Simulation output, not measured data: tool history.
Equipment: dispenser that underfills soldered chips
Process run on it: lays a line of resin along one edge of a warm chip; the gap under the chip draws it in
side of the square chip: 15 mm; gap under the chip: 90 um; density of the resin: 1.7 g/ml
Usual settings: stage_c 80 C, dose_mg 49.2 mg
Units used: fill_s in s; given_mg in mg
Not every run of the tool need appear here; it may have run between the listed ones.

run 1 hour=0.0 | stage_c=80 dose_mg=49.2 | fill_s=176.1 given_mg=48.09
run 2 hour=3.1 | stage_c=80 dose_mg=49.2 | fill_s=211.6 given_mg=48.05
run 3 hour=8.5 | stage_c=80 dose_mg=49.2 | fill_s=166.7 given_mg=47.53
run 4 hour=12.7 | stage_c=80 dose_mg=49.2 | fill_s=214.6 given_mg=47.52
run 5 hour=16.7 | stage_c=80 dose_mg=49.2 | fill_s=149.1 given_mg=47.68
run 6 hour=23.4 | stage_c=80 dose_mg=49.2 | fill_s=212.2 given_mg=49.32
run 7 hour=27.4 | stage_c=80 dose_mg=54.3 | fill_s=147.7 given_mg=53.82
run 8 hour=31.0 | stage_c=80 dose_mg=54.3 | fill_s=183.7 given_mg=54.04
run 9 hour=35.9 | stage_c=80 dose_mg=54.2 | fill_s=248.2 given_mg=53.73
run 10 hour=40.1 | stage_c=80 dose_mg=54.2 | fill_s=183.2 given_mg=53.59
run 11 hour=42.8 | stage_c=80 dose_mg=45.6 | fill_s=225.5 given_mg=45.10
run 12 hour=47.5 | stage_c=77 dose_mg=45.6 | fill_s=179.0 given_mg=44.88
run 13 hour=53.2 | stage_c=77 dose_mg=45.6 | fill_s=253.1 given_mg=44.45
run 14 hour=58.4 | stage_c=80 dose_mg=49.2 | fill_s=183.1 given_mg=48.13
run 15 hour=60.9 | stage_c=80 dose_mg=49.5 | fill_s=207.7 given_mg=48.22
run 16 hour=64.7 | stage_c=68 dose_mg=49.2 | fill_s=373.2 given_mg=47.51
run 17 hour=70.7 | stage_c=68 dose_mg=49.2 | fill_s=306.4 given_mg=47.70
run 18 hour=75.0 | stage_c=69 dose_mg=50.1 | fill_s=213.3 given_mg=48.71
run 19 hour=78.7 | stage_c=79 dose_mg=52.0 | fill_s=196.4 given_mg=50.28
run 20 hour=82.9 | stage_c=90 dose_mg=52.9 | fill_s=189.1 given_mg=50.96
run 21 hour=89.0 | stage_c=89 dose_mg=55.9 | fill_s=142.1 given_mg=55.96
run 22 hour=92.8 | stage_c=89 dose_mg=55.9 | fill_s=180.0 given_mg=55.72
run 23 hour=96.2 | stage_c=82 dose_mg=48.0 | fill_s=151.2 given_mg=47.95
run 24 hour=99.3 | stage_c=81 dose_mg=59.9 | fill_s=181.1 given_mg=59.38
run 25 hour=103.6 | stage_c=93 dose_mg=41.9 | fill_s=181.3 given_mg=41.31
run 26 hour=107.2 | stage_c=68 dose_mg=54.5 | fill_s=239.4 given_mg=53.94
run 27 hour=113.0 | stage_c=68 dose_mg=54.5 | fill_s=344.5 given_mg=53.57
run 28 hour=116.3 | stage_c=68 dose_mg=54.5 | fill_s=240.6 given_mg=53.24
run 29 hour=121.3 | stage_c=81 dose_mg=59.7 | fill_s=221.1 given_mg=58.29
run 30 hour=126.3 | stage_c=71 dose_mg=48.8 | fill_s=231.0 given_mg=47.35
run 31 hour=130.0 | stage_c=77 dose_mg=42.7 | fill_s=245.0 given_mg=41.37
run 32 hour=136.2 | stage_c=93 dose_mg=53.9 | fill_s=123.0 given_mg=52.43
run 33 hour=141.5 | stage_c=82 dose_mg=46.6 | fill_s=239.6 given_mg=45.35
run 34 hour=147.0 | stage_c=70 dose_mg=56.1 | fill_s=262.6 given_mg=54.18

The log once held 17 entries between its listed runs, left out of this copy. Where does each go, and what is different about the tool's unlogged condition between the listed run before it and the listed run after it?
After run 2, before run 3: new syringe of resin (hour 7.3)
  resin's viscosity, % of fresh resin's: 137.6 -> 109; dose that the valve gives, % of what is set: 97.19 -> 96.91; true chip temperature over the reading, C: 0.61 -> 0.62
  what was measured, less what the result would be without the hidden state, fill_s: +56.1 -> +12.1 s; given_mg: -1.39 -> -1.52 mg
After run 4, before run 5: new syringe of resin (hour 16.6)
  resin's viscosity, % of fresh resin's: 140.7 -> 99.1; dose that the valve gives, % of what is set: 96.67 -> 96.46; true chip temperature over the reading, C: 0.62 -> 0.63
  what was measured, less what the result would be without the hidden state, fill_s: +60.5 -> -2.8 s; given_mg: -1.64 -> -1.75 mg
After run 5, before run 6: dispensing valve cleaned and set on the balance (hour 20.9)
  resin's viscosity, % of fresh resin's: 99.1 -> 139.5; dose that the valve gives, % of what is set: 96.46 -> 99.8; true chip temperature over the reading, C: 0.63 -> 0.64
  what was measured, less what the result would be without the hidden state, fill_s: -2.8 -> +57.2 s; given_mg: -1.75 -> -0.10 mg
After run 6, before run 7: new syringe of resin (hour 27.1)
  resin's viscosity, % of fresh resin's: 139.5 -> 99.7; dose that the valve gives, % of what is set: 99.8 -> 99.59
  what was measured, less what the result would be without the hidden state, fill_s: +57.2 -> -3.1 s; given_mg: -0.10 -> -0.23 mg
After run 9, before run 10: new syringe of resin (hour 36.6)
  resin's viscosity, % of fresh resin's: 165.4 -> 122.7; dose that the valve gives, % of what is set: 99.07 -> 98.84; true chip temperature over the reading, C: 0.65 -> 0.66
  what was measured, less what the result would be without the hidden state, fill_s: +95.4 -> +31.2 s; given_mg: -0.50 -> -0.62 mg
After run 11, before run 12: new syringe of resin (hour 46.2)
  resin's viscosity, % of fresh resin's: 144.3 -> 106.2; dose that the valve gives, % of what is set: 98.68 -> 98.41; true chip temperature over the reading, C: 0.66 -> 0.67
  what was measured, less what the result would be without the hidden state, fill_s: +66.7 -> +8.0 s; given_mg: -0.60 -> -0.73 mg
After run 13, before run 14: new syringe of resin (hour 55.7)
  resin's viscosity, % of fresh resin's: 149.6 -> 118; dose that the valve gives, % of what is set: 98.05 -> 97.77; true chip temperature over the reading, C: 0.68 -> 0.69
  what was measured, less what the result would be without the hidden state, fill_s: +81.5 -> +25.5 s; given_mg: -0.88 -> -1.09 mg
After run 16, before run 17: new syringe of resin (hour 65.4)
  resin's viscosity, % of fresh resin's: 171 -> 138.5; dose that the valve gives, % of what is set: 97.39 -> 97.05; true chip temperature over the reading, C: 0.7 -> 0.71
  what was measured, less what the result would be without the hidden state, fill_s: +151.5 -> +81.7 s; given_mg: -1.28 -> -1.46 mg
After run 17, before run 18: new syringe of resin (hour 74.8)
  resin's viscosity, % of fresh resin's: 138.5 -> 101.6; dose that the valve gives, % of what is set: 97.05 -> 96.81
  what was measured, less what the result would be without the hidden state, fill_s: +81.7 -> +0.1 s; given_mg: -1.46 -> -1.60 mg
After run 20, before run 21: new syringe of resin (hour 84.4); dispensing valve cleaned and set on the balance (hour 86.4)
  resin's viscosity, % of fresh resin's: 163.3 -> 124.3; dose that the valve gives, % of what is set: 96.35 -> 99.89; true chip temperature over the reading, C: 0.72 -> 0.73
  what was measured, less what the result would be without the hidden state, fill_s: +71.5 -> +25.4 s; given_mg: -1.93 -> -0.06 mg
After run 22, before run 23: new syringe of resin (hour 95.2)
  resin's viscosity, % of fresh resin's: 155.6 -> 105.7; dose that the valve gives, % of what is set: 99.65 -> 99.45
  what was measured, less what the result would be without the hidden state, fill_s: +62.1 -> +5.4 s; given_mg: -0.19 -> -0.27 mg
After run 25, before run 26: new syringe of resin (hour 104.8)
  resin's viscosity, % of fresh resin's: 164.7 -> 113.2; dose that the valve gives, % of what is set: 98.98 -> 98.78; true chip temperature over the reading, C: 0.75 -> 0.76
  what was measured, less what the result would be without the hidden state, fill_s: +69.5 -> +23.3 s; given_mg: -0.43 -> -0.67 mg
After run 27, before run 28: new syringe of resin (hour 114.3)
  resin's viscosity, % of fresh resin's: 160.6 -> 113; dose that the valve gives, % of what is set: 98.45 -> 98.29
  what was measured, less what the result would be without the hidden state, fill_s: +125.3 -> +23.1 s; given_mg: -0.85 -> -0.93 mg
After run 29, before run 30: new syringe of resin (hour 123.7)
  resin's viscosity, % of fresh resin's: 152.6 -> 116.2; dose that the valve gives, % of what is set: 98.02 -> 97.73; true chip temperature over the reading, C: 0.78 -> 0.79
  what was measured, less what the result would be without the hidden state, fill_s: +73.2 -> +28.4 s; given_mg: -1.18 -> -1.10 mg
After run 31, before run 32: new syringe of resin (hour 133.2)
  resin's viscosity, % of fresh resin's: 144.6 -> 119.1; dose that the valve gives, % of what is set: 97.48 -> 97.13; true chip temperature over the reading, C: 0.79 -> 0.8
  what was measured, less what the result would be without the hidden state, fill_s: +73.4 -> +18.0 s; given_mg: -1.07 -> -1.55 mg
After run 33, before run 34: new syringe of resin (hour 142.7)
  resin's viscosity, % of fresh resin's: 163.8 -> 130.3; dose that the valve gives, % of what is set: 96.82 -> 96.49; true chip temperature over the reading, C: 0.81 -> 0.82
  what was measured, less what the result would be without the hidden state, fill_s: +91.3 -> +56.8 s; given_mg: -1.49 -> -1.98 mg

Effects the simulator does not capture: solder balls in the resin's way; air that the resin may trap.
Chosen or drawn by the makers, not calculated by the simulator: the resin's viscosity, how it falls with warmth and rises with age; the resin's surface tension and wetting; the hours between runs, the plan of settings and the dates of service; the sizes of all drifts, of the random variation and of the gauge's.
